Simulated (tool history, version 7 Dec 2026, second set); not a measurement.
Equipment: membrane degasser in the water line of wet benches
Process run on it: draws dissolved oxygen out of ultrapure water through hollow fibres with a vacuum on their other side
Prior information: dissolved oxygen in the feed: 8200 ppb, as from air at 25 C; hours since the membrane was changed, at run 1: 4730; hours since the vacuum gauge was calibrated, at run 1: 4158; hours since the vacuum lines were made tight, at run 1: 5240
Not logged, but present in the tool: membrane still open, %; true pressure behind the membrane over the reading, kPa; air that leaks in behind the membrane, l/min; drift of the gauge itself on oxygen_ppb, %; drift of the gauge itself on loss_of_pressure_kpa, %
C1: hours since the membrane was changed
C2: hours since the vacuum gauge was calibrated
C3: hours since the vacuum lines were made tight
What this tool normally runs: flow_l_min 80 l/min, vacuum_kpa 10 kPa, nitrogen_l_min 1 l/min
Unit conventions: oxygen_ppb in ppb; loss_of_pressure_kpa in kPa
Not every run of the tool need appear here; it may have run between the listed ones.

run 1 hour=0 | flow_l_min=80 vacuum_kpa=10 nitrogen_l_min=1 | C1=4730 C2=4158 C3=5240 | oxygen_ppb=876.1 loss_of_pressure_kpa=56.49
run 2 hour=264.8 | flow_l_min=80 vacuum_kpa=10 nitrogen_l_min=1 | C1=4995 C2=4423 C3=5505 | oxygen_ppb=877.1 loss_of_pressure_kpa=56.28
-- hour=534 vacuum gauge calibrated
run 3 hour=534 | flow_l_min=80 vacuum_kpa=10 nitrogen_l_min=1 | C1=5263 C2=0 C3=5774 | oxygen_ppb=889.2 loss_of_pressure_kpa=56.28
run 4 hour=712.1 | flow_l_min=80 vacuum_kpa=10 nitrogen_l_min=1 | C1=5441 C2=178 C3=5952 | oxygen_ppb=888.8 loss_of_pressure_kpa=56.53
run 5 hour=1040.9 | flow_l_min=80 vacuum_kpa=10 nitrogen_l_min=1 | C1=5770 C2=507 C3=6281 | oxygen_ppb=891.1 loss_of_pressure_kpa=56.68
run 6 hour=1362.6 | flow_l_min=80 vacuum_kpa=10 nitrogen_l_min=0.96 | C1=6092 C2=829 C3=6602 | oxygen_ppb=918.6 loss_of_pressure_kpa=56.73

Run 7, settings as shown, results not yet in. Your forecast:
run 7 hour=1611.8 | flow_l_min=67 vacuum_kpa=10 nitrogen_l_min=1 | C1=6341 C2=1078 C3=6852 | oxygen_ppb=? loss_of_pressure_kpa=?

Run 7 produced oxygen_ppb 792.8 ppb, loss_of_pressure_kpa 47.78 kPa.
Take away the tool's hidden state, keep the run-to-run variation as it was, and the same run would have given oxygen_ppb 760.4 ppb, loss_of_pressure_kpa 46.46 kPa.
